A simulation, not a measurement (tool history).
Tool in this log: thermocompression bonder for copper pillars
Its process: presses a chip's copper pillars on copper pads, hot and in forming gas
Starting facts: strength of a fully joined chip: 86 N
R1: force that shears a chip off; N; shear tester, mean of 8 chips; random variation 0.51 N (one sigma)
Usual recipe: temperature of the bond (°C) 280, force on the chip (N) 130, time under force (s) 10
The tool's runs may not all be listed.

{"run": 1, "hour": 0.0, "temperature of the bond (°C)": 280, "force on the chip (N)": 130, "time under force (s)": 10, "R1": 51.0}
{"run": 2, "hour": 7.9, "temperature of the bond (°C)": 280, "force on the chip (N)": 130, "time under force (s)": 10, "R1": 51.0}
{"run": 3, "hour": 13.3, "temperature of the bond (°C)": 280, "force on the chip (N)": 130, "time under force (s)": 10, "R1": 49.6}
{"run": 4, "hour": 21.7, "temperature of the bond (°C)": 280, "force on the chip (N)": 130, "time under force (s)": 10, "R1": 50.5}
{"run": 5, "hour": 28.9, "temperature of the bond (°C)": 280, "force on the chip (N)": 130, "time under force (s)": 10, "R1": 50.5}
{"run": 6, "hour": 40.3, "temperature of the bond (°C)": 280, "force on the chip (N)": 130, "time under force (s)": 10, "R1": 50.2}
{"run": 7, "hour": 50.3, "temperature of the bond (°C)": 264, "force on the chip (N)": 130, "time under force (s)": 10, "R1": 43.9}
{"hour": 54.0, "done": "forming gas filter changed"}
{"run": 8, "hour": 57.9, "temperature of the bond (°C)": 264, "force on the chip (N)": 130, "time under force (s)": 10, "R1": 43.7}
{"run": 9, "hour": 68.0, "temperature of the bond (°C)": 264, "force on the chip (N)": 130, "time under force (s)": 10, "R1": 44.0}
{"run": 10, "hour": 76.9, "temperature of the bond (°C)": 264, "force on the chip (N)": 130, "time under force (s)": 10, "R1": 44.6}
{"run": 11, "hour": 85.2, "temperature of the bond (°C)": 264, "force on the chip (N)": 130, "time under force (s)": 10, "R1": 44.2}
{"run": 12, "hour": 96.3, "temperature of the bond (°C)": 264, "force on the chip (N)": 130, "time under force (s)": 10, "R1": 44.3}
{"run": 13, "hour": 106.8, "temperature of the bond (°C)": 280, "force on the chip (N)": 163, "time under force (s)": 10, "R1": 61.3}
{"run": 14, "hour": 115.5, "temperature of the bond (°C)": 280, "force on the chip (N)": 163, "time under force (s)": 10, "R1": 60.4}
{"run": 15, "hour": 125.0, "temperature of the bond (°C)": 253, "force on the chip (N)": 156, "time under force (s)": 15, "R1": 52.7}
{"run": 16, "hour": 133.6, "temperature of the bond (°C)": 309, "force on the chip (N)": 123, "time under force (s)": 6, "R1": 52.5}
{"run": 17, "hour": 139.1, "temperature of the bond (°C)": 309, "force on the chip (N)": 167, "time under force (s)": 6, "R1": 66.0}
{"run": 18, "hour": 144.1, "temperature of the bond (°C)": 309, "force on the chip (N)": 167, "time under force (s)": 6, "R1": 65.5}
{"run": 19, "hour": 149.1, "temperature of the bond (°C)": 252, "force on the chip (N)": 187, "time under force (s)": 27, "R1": 69.4}
{"run": 20, "hour": 158.6, "temperature of the bond (°C)": 257, "force on the chip (N)": 126, "time under force (s)": 18, "R1": 48.8}
{"run": 21, "hour": 165.6, "temperature of the bond (°C)": 256, "force on the chip (N)": 130, "time under force (s)": 10, "R1": 40.4}
{"run": 22, "hour": 173.7, "temperature of the bond (°C)": 265, "force on the chip (N)": 130, "time under force (s)": 14, "R1": 49.5}
{"run": 23, "hour": 181.1, "temperature of the bond (°C)": 265, "force on the chip (N)": 130, "time under force (s)": 14, "R1": 49.8}
{"run": 24, "hour": 192.3, "temperature of the bond (°C)": 265, "force on the chip (N)": 130, "time under force (s)": 14, "R1": 50.4}
{"run": 25, "hour": 198.2, "temperature of the bond (°C)": 308, "force on the chip (N)": 138, "time under force (s)": 26, "R1": 76.4}
{"run": 26, "hour": 203.0, "temperature of the bond (°C)": 308, "force on the chip (N)": 138, "time under force (s)": 26, "R1": 76.0}
{"run": 27, "hour": 211.5, "temperature of the bond (°C)": 280, "force on the chip (N)": 88, "time under force (s)": 7, "R1": 30.5}
{"run": 28, "hour": 218.9, "temperature of the bond (°C)": 297, "force on the chip (N)": 154, "time under force (s)": 10, "R1": 64.1}

Forecast each of these 5 alternatives for the next run:
{"run": "A", "hour": 224.3, "temperature of the bond (°C)": 272, "force on the chip (N)": 177, "time under force (s)": 13, "R1": "?"}
{"run": "B", "hour": 224.3, "temperature of the bond (°C)": 280, "force on the chip (N)": 154, "time under force (s)": 13, "R1": "?"}
{"run": "C", "hour": 224.3, "temperature of the bond (°C)": 303, "force on the chip (N)": 164, "time under force (s)": 10, "R1": "?"}
{"run": "D", "hour": 224.3, "temperature of the bond (°C)": 280, "force on the chip (N)": 119, "time under force (s)": 7, "R1": "?"}
{"run": "E", "hour": 224.3, "temperature of the bond (°C)": 309, "force on the chip (N)": 162, "time under force (s)": 11, "R1": "?"}

run=A R1=64.3
run=B R1=62.4
run=C R1=68.4
run=D R1=41.7
run=E R1=71.5
With the hidden condition removed and each run's random variation left untouched, the same runs would have given:
run=A R1=64.1
run=B R1=62.2
run=C R1=68.3
run=D R1=41.5
run=E R1=71.4
